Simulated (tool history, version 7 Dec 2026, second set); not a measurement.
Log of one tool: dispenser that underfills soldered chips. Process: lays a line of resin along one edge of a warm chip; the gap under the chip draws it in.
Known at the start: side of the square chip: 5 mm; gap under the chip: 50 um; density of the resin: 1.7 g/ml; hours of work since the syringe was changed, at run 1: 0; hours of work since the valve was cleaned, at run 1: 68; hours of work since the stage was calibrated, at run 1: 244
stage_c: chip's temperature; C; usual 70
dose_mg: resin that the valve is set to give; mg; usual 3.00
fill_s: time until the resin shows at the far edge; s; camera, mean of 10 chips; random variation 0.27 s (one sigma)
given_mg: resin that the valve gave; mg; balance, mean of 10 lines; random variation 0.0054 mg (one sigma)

| run | hour | stage_c | dose_mg | hours of work since the syringe was changed | hours of work since the valve was cleaned | hours of work since the stage was calibrated | fill_s | given_mg |
|---|---|---|---|---|---|---|---|---|
| 1 | 0.0 | 70 | 3.00 | 0 | 68 | 244 | 13.4 | 2.895 |
| 2 | 5.8 | 81 | 3.00 | 4 | 73 | 248 | 9.7 | 2.897 |
|  | 9.2 | new syringe of resin |
| 3 | 13.9 | 70 | 2.98 | 3 | 78 | 254 | 15.1 | 2.883 |
|  | 17.9 | new syringe of resin |
| 4 | 21.4 | 70 | 2.82 | 3 | 83 | 259 | 14.2 | 2.720 |
|  | 23.3 | dispensing valve cleaned and set on the balance |
|  | 28.0 | new syringe of resin |
| 5 | 29.6 | 70 | 3.56 | 1 | 4 | 264 | 13.2 | 3.542 |
| 6 | 34.6 | 70 | 3.56 | 5 | 8 | 268 | 14.5 | 3.539 |
|  | 37.5 | new syringe of resin |
| 7 | 43.8 | 70 | 3.56 | 5 | 14 | 274 | 14.5 | 3.523 |
|  | 46.3 | new syringe of resin |
| 8 | 52.4 | 59 | 3.00 | 4 | 21 | 280 | 24.4 | 2.963 |
|  | 55.5 | new syringe of resin |
| 9 | 58.7 | 70 | 3.00 | 2 | 25 | 285 | 13.8 | 2.959 |
|  | 64.5 | new syringe of resin |
| 10 | 68.5 | 70 | 2.93 | 3 | 32 | 292 | 14.8 | 2.887 |
|  | 73.9 | new syringe of resin |
| 11 | 76.5 | 70 | 2.93 | 2 | 37 | 297 | 13.2 | 2.878 |
|  | 83.2 | new syringe of resin |
| 12 | 84.6 | 70 | 3.29 | 1 | 43 | 303 | 13.3 | 3.220 |
|  | 92.3 | new syringe of resin |
| 13 | 97.0 | 70 | 3.29 | 3 | 52 | 312 | 14.0 | 3.212 |
|  | 101.3 | new syringe of resin |
| 14 | 104.5 | 70 | 3.29 | 2 | 57 | 317 | 13.7 | 3.193 |
|  | 110.0 | new syringe of resin |
| 15 | 117.0 | 70 | 3.29 | 5 | 66 | 326 | 15.3 | 3.176 |
|  | 119.5 | new syringe of resin |
| 16 | 125.2 | 68 | 3.00 | 4 | 72 | 331 | 16.3 | 2.886 |
|  | 128.1 | new syringe of resin |
| 17 | 134.1 | 68 | 3.00 | 4 | 78 | 338 | 16.0 | 2.884 |
|  | 137.3 | new syringe of resin |
|  | 144.0 | dispensing valve cleaned and set on the balance |
|  | 147.3 | new syringe of resin |
| 18 | 147.7 | 59 | 2.85 | 0 | 2 | 346 | 19.8 | 2.861 |
|  | 156.2 | new syringe of resin |
| 19 | 156.8 | 59 | 2.85 | 0 | 9 | 353 | 20.4 | 2.854 |
| 20 | 162.2 | 59 | 2.85 | 4 | 13 | 357 | 24.3 | 2.834 |
|  | 165.1 | new syringe of resin |
| 21 | 172.1 | 59 | 2.85 | 5 | 20 | 364 | 25.4 | 2.828 |
|  | 174.4 | new syringe of resin |
| 22 | 178.3 | 59 | 2.85 | 3 | 24 | 368 | 22.4 | 2.829 |
|  | 183.5 | new syringe of resin |
| 23 | 185.9 | 83 | 3.61 | 2 | 29 | 373 | 7.7 | 3.567 |
|  | 192.4 | new syringe of resin |
| 24 | 192.9 | 57 | 3.00 | 0 | 34 | 378 | 22.5 | 2.964 |
| 25 | 199.3 | 78 | 3.22 | 5 | 39 | 383 | 10.6 | 3.175 |
|  | 201.1 | new syringe of resin |
|  | 210.2 | new syringe of resin |
| 26 | 210.2 | 64 | 2.96 | 0 | 46 | 390 | 16.6 | 2.909 |
|  | 219.1 | new syringe of resin |
| 27 | 222.3 | 55 | 2.61 | 2 | 55 | 399 | 28.0 | 2.544 |
|  | 227.9 | new syringe of resin |
| 28 | 230.0 | 84 | 2.55 | 2 | 60 | 404 | 8.0 | 2.479 |
|  | 237.1 | new syringe of resin |
| 29 | 237.4 | 73 | 3.00 | 0 | 65 | 409 | 11.8 | 2.915 |
| 30 | 244.0 | 73 | 3.00 | 5 | 70 | 414 | 13.8 | 2.906 |
|  | 246.0 | new syringe of resin |
|  | 254.7 | new syringe of resin |
| 31 | 256.0 | 80 | 3.55 | 1 | 79 | 422 | 8.2 | 3.421 |
|  | 263.8 | new syringe of resin |
|  | 264.8 | dispensing valve cleaned and set on the balance |
| 32 | 267.1 | 80 | 3.55 | 2 | 2 | 430 | 8.9 | 3.568 |
| 33 | 272.2 | 59 | 3.00 | 5 | 5 | 433 | 24.1 | 3.001 |
|  | 273.5 | new syringe of resin |
|  | 282.4 | new syringe of resin |
| 34 | 282.4 | 59 | 3.00 | 0 | 12 | 440 | 20.0 | 2.996 |

Some steps in fill_s between neighbouring runs. How much of each would the tool show without its hidden state too (settings, what came in, random variation), and how much is left for the hidden state, with any gauge scatter that isn't in both results?
The hidden state here: resin's viscosity, % of fresh resin's; dose that the valve gives, % of what is set; true chip temperature over the reading, C; drift of the gauge itself on fill_s, %; drift of the gauge itself on given_mg, %.
Run 19 -> 20: no setting changed, nothing entered. fill_s +3.9 s: hidden state +3.3, all else +0.6.
Run 23 -> 24: stage_c 83 -> 57, dose_mg 3.61 -> 3.00, new syringe of resin. fill_s +14.8 s: hidden state -0.9, all else +15.7.
Run 27 -> 28: stage_c 55 -> 84, dose_mg 2.61 -> 2.55, new syringe of resin. fill_s -20.0 s: hidden state -1.2, all else -18.8.
Run 32 -> 33: stage_c 80 -> 59, dose_mg 3.55 -> 3.00. fill_s +15.2 s: hidden state +3.1, all else +12.1.
Run 33 -> 34: new syringe of resin, new syringe of resin. fill_s -4.1 s: hidden state -4.8, all else +0.7.
